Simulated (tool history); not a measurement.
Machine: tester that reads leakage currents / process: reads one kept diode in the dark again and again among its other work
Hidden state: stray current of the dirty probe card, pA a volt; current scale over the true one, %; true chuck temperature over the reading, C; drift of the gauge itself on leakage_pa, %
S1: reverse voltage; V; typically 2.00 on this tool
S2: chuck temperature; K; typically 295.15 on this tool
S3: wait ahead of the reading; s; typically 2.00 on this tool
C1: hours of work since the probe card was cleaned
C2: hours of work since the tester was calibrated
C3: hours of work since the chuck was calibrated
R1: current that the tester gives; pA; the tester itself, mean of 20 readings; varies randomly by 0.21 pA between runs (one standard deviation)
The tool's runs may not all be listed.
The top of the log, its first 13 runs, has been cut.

run      day     S1      S2    S3    C1    C2    C3      R1
 14   73.779   2.00  295.15  2.00  1759  1485   539   72.10
 15   78.117   2.00  295.15  2.00  1841  1566   621   72.26
      79.196  -- probe card cleaned and baked
 16   82.154   3.76  295.15  2.00    56  1640   695   83.74
 17   88.054  14.09  295.15  2.00   167  1751   806  132.13
 18   95.362   8.66  303.15  0.70   304  1888   943  219.32
 19  102.258   5.65  303.15  2.00   434  2018  1073  190.25
 20  107.404   1.07  313.15  2.69   531  2115  1169  242.43
 21  111.133   2.00  314.15  0.45   601  2185  1240  319.84
 22  118.079   2.00  314.15  0.45   731  2316  1370  323.00
     119.308  -- chuck's temperature calibrated
 23  125.300   1.84  299.15  0.36   866  2450   113   93.45
 24  129.200   1.84  298.15  3.08   939  2523   186   85.30
 25  135.608   5.46  298.15  3.08  1060  2644   307  126.15
 26  141.004   8.07  301.15  2.41  1161  2745   408  185.78
 27  145.542   8.07  301.15  2.41  1246  2831   494  186.40
 28  150.333   2.00  311.15  4.22  1337  2921   584  250.06
 29  157.208   1.50  322.15  0.33  1466  3050   713  518.17
 30  161.550   1.50  322.15  0.33  1548  3132   795  519.89
 31  166.546   4.19  296.15  3.30  1642  3226   889  102.06
 32  171.167   1.00  305.15  0.97  1728  3313   976  127.45
 33  175.658   2.82  313.15  2.00  1813  3397  1060  331.35

Consider 3 possible next runs. They are alternatives, not a sequence: every one starts from the tool as it was left by run 33. What does each give?
     177.975  -- probe card cleaned and baked
  A  183.296  1.15  332.15  1.74  100  3539  1201   ?
     177.975  -- probe card cleaned and baked
  B  183.296  4.74  295.15  2.00  100  3539  1201   ?
     177.975  -- probe card cleaned and baked
  C  183.296  1.79  313.15  2.00  100  3539  1201   ?

run      R1
  A  964.50
  B   91.66
  C  285.47
With no hidden state in the tool, these same runs would have given:
run      R1
  A  938.65
  B   87.76
  C  276.29
